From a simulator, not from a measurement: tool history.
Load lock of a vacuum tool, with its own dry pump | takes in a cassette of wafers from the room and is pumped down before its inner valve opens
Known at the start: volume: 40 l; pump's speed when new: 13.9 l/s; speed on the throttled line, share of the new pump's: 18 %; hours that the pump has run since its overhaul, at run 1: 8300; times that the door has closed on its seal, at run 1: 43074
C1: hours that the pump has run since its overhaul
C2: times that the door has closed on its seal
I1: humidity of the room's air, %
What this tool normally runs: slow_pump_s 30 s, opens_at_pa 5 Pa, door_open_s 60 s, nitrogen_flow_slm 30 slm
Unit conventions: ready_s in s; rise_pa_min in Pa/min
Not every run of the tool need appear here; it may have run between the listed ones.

Run 1, hour 0.0: usual settings; C1 8300; C2 43074; I1 42.9. Result: ready_s 58.1 s, rise_pa_min 0.101 Pa/min.
Run 2, hour 201.2: usual settings; C1 8501; C2 43748; I1 43.0. Result: ready_s 58.5 s, rise_pa_min 0.099 Pa/min.
Run 3, hour 434.0: usual settings; C1 8734; C2 44527; I1 41.8. Result: ready_s 58.5 s, rise_pa_min 0.104 Pa/min.
Run 4, hour 699.2: usual settings; C1 8999; C2 45415; I1 48.6. Result: ready_s 58.2 s, rise_pa_min 0.114 Pa/min.
Run 5, hour 957.8: usual settings; C1 9258; C2 46281; I1 43.0. Result: ready_s 58.9 s, rise_pa_min 0.110 Pa/min.
Run 6, hour 1185.6: usual settings; C1 9486; C2 47044; I1 41.6. Result: ready_s 58.8 s, rise_pa_min 0.119 Pa/min.
Run 7, hour 1406.4: usual settings; C1 9707; C2 47783; I1 46.7. Result: ready_s 60.2 s, rise_pa_min 0.119 Pa/min.
Run 8, hour 1738.5: usual settings but door_open_s 68 s; C1 10039; C2 48895; I1 49.4. Result: ready_s 59.9 s, rise_pa_min 0.127 Pa/min.
Run 9, hour 1914.2: usual settings but door_open_s 68 s; C1 10214; C2 49484; I1 44.2. Result: ready_s 59.7 s, rise_pa_min 0.126 Pa/min.
Run 10, hour 2164.2: usual settings but slow_pump_s 25 s; C1 10464; C2 50320; I1 47.8. Result: ready_s 56.1 s, rise_pa_min 0.126 Pa/min.
Run 11, hour 2482.5: usual settings but slow_pump_s 25 s; C1 10783; C2 51386; I1 40.8. Result: ready_s 55.8 s, rise_pa_min 0.131 Pa/min.
Run 12, hour 2631.7: usual settings but slow_pump_s 25 s; C1 10932; C2 51886; I1 44.1. Result: ready_s 56.5 s, rise_pa_min 0.128 Pa/min.
Run 13, hour 2862.9: usual settings but slow_pump_s 25 s; C1 11163; C2 52660; I1 45.8. Result: ready_s 56.0 s, rise_pa_min 0.126 Pa/min.
Run 14, hour 3136.6: usual settings but slow_pump_s 25 s; C1 11437; C2 53576; I1 44.5. Result: ready_s 57.0 s, rise_pa_min 0.134 Pa/min.
At hour 3256.2: dry pump taken out, an overhauled one fitted.
Run 15, hour 3453.1: usual settings but slow_pump_s 25 s; C1 197; C2 54616; I1 45.1. Result: ready_s 49.3 s, rise_pa_min 0.138 Pa/min.
Run 16, hour 3759.8: usual settings but slow_pump_s 25 s; C1 504; C2 55643; I1 44.8. Result: ready_s 49.3 s, rise_pa_min 0.141 Pa/min.
Run 17, hour 3982.5: usual settings; C1 726; C2 56389; I1 47.2. Result: ready_s 53.6 s, rise_pa_min 0.139 Pa/min.
Run 18, hour 4267.0: usual settings; C1 1011; C2 57341; I1 46.5. Result: ready_s 53.5 s, rise_pa_min 0.149 Pa/min.
Run 19, hour 4564.5: usual settings but slow_pump_s 48 s, opens_at_pa 7 Pa; C1 1308; C2 58337; I1 47.6. Result: ready_s 68.2 s, rise_pa_min 0.156 Pa/min.
Run 20, hour 4743.6: usual settings but slow_pump_s 48 s, door_open_s 33 s; C1 1487; C2 58937; I1 46.9. Result: ready_s 68.3 s, rise_pa_min 0.141 Pa/min.
Run 21, hour 4993.6: usual settings but slow_pump_s 48 s, door_open_s 33 s; C1 1737; C2 59774; I1 43.3. Result: ready_s 69.0 s, rise_pa_min 0.140 Pa/min.
Run 22, hour 5223.8: usual settings but slow_pump_s 15 s, opens_at_pa 6 Pa, door_open_s 65 s, nitrogen_flow_slm 6 slm; C1 1968; C2 60545; I1 47.5. Result: ready_s 41.5 s, rise_pa_min 0.179 Pa/min.
Run 23, hour 5377.3: usual settings but slow_pump_s 15 s, opens_at_pa 6 Pa, door_open_s 65 s, nitrogen_flow_slm 6 slm; C1 2121; C2 61059; I1 46.1. Result: ready_s 41.3 s, rise_pa_min 0.180 Pa/min.
Run 24, hour 5615.1: usual settings but opens_at_pa 7 Pa, nitrogen_flow_slm 13 slm; C1 2359; C2 61855; I1 46.4. Result: ready_s 53.4 s, rise_pa_min 0.169 Pa/min.
Run 25, hour 5947.8: usual settings but slow_pump_s 25 s, door_open_s 61 s, nitrogen_flow_slm 13 slm; C1 2692; C2 62969; I1 45.2. Result: ready_s 51.0 s, rise_pa_min 0.174 Pa/min.
Run 26, hour 6126.4: usual settings but slow_pump_s 25 s, door_open_s 25 s, nitrogen_flow_slm 13 slm; C1 2870; C2 63567; I1 41.7. Result: ready_s 49.9 s, rise_pa_min 0.154 Pa/min.
Run 27, hour 6265.8: usual settings but slow_pump_s 15 s, door_open_s 34 s, nitrogen_flow_slm 13 slm; C1 3010; C2 64034; I1 44.9. Result: ready_s 42.7 s, rise_pa_min 0.168 Pa/min.
Run 28, hour 6542.7: usual settings but slow_pump_s 43 s, door_open_s 105 s; C1 3287; C2 64961; I1 45.6. Result: ready_s 65.0 s, rise_pa_min 0.190 Pa/min.
Run 29, hour 6779.0: usual settings but slow_pump_s 43 s, door_open_s 125 s, nitrogen_flow_slm 9 slm; C1 3523; C2 65752; I1 47.4. Result: ready_s 65.2 s, rise_pa_min 0.223 Pa/min.
Run 30, hour 6938.7: usual settings but opens_at_pa 10 Pa, door_open_s 115 s; C1 3683; C2 66287; I1 47.0. Result: ready_s 53.4 s, rise_pa_min 0.197 Pa/min.
Run 31, hour 7251.3: usual settings but slow_pump_s 19 s, opens_at_pa 10 Pa, door_open_s 115 s; C1 3995; C2 67334; I1 47.7. Result: ready_s 44.1 s, rise_pa_min 0.201 Pa/min.
Run 32, hour 7540.4: usual settings but nitrogen_flow_slm 24 slm; C1 4284; C2 68302; I1 43.4. Result: ready_s 55.8 s, rise_pa_min 0.185 Pa/min.
Run 33, hour 7821.9: usual settings but slow_pump_s 39 s, opens_at_pa 8 Pa, door_open_s 71 s, nitrogen_flow_slm 36 slm; C1 4566; C2 69244; I1 40.0. Result: ready_s 61.1 s, rise_pa_min 0.178 Pa/min.
Run 34, hour 8075.8: usual settings but slow_pump_s 33 s, opens_at_pa 4 Pa, door_open_s 101 s, nitrogen_flow_slm 15 slm; C1 4820; C2 70095; I1 47.6. Result: ready_s 58.9 s, rise_pa_min 0.224 Pa/min.
Run 35, hour 8284.2: usual settings but slow_pump_s 15 s, opens_at_pa 4 Pa, door_open_s 101 s, nitrogen_flow_slm 15 slm; C1 5028; C2 70792; I1 42.6. Result: ready_s 44.3 s, rise_pa_min 0.218 Pa/min.
Run 36, hour 8611.6: usual settings but slow_pump_s 15 s, opens_at_pa 4 Pa, door_open_s 101 s, nitrogen_flow_slm 15 slm; C1 5355; C2 71889; I1 44.1. Result: ready_s 45.4 s, rise_pa_min 0.224 Pa/min.

Branching from run 36: 5 alternative next runs. What would each branch give?
Run A, hour 8949.8: usual settings but slow_pump_s 22 s; C1 5694; C2 73021; I1 45.1. Result: ready_s ?, rise_pa_min ?.
Run B, hour 8949.8: usual settings but slow_pump_s 15 s, opens_at_pa 4 Pa, door_open_s 101 s, nitrogen_flow_slm 5 slm; C1 5694; C2 73021; I1 41.6. Result: ready_s ?, rise_pa_min ?.
Run C, hour 8949.8: usual settings but slow_pump_s 18 s; C1 5694; C2 73021; I1 43.8. Result: ready_s ?, rise_pa_min ?.
Run D, hour 8949.8: usual settings but slow_pump_s 46 s, nitrogen_flow_slm 42 slm; C1 5694; C2 73021; I1 43.1. Result: ready_s ?, rise_pa_min ?.
Run E, hour 8949.8: usual settings but slow_pump_s 60 s, nitrogen_flow_slm 4 slm; C1 5694; C2 73021; I1 45.2. Result: ready_s ?, rise_pa_min ?.

run  ready_s  rise_pa_min
  A     49.0        0.209
  B     45.1        0.234
  C     46.4        0.199
  D     69.1        0.200
  E     80.5        0.222
With no hidden state in the tool, these same runs would have given:
run  ready_s  rise_pa_min
  A     46.3        0.034
  B     42.1        0.065
  C     43.5        0.028
  D     66.8        0.026
  E     78.5        0.055
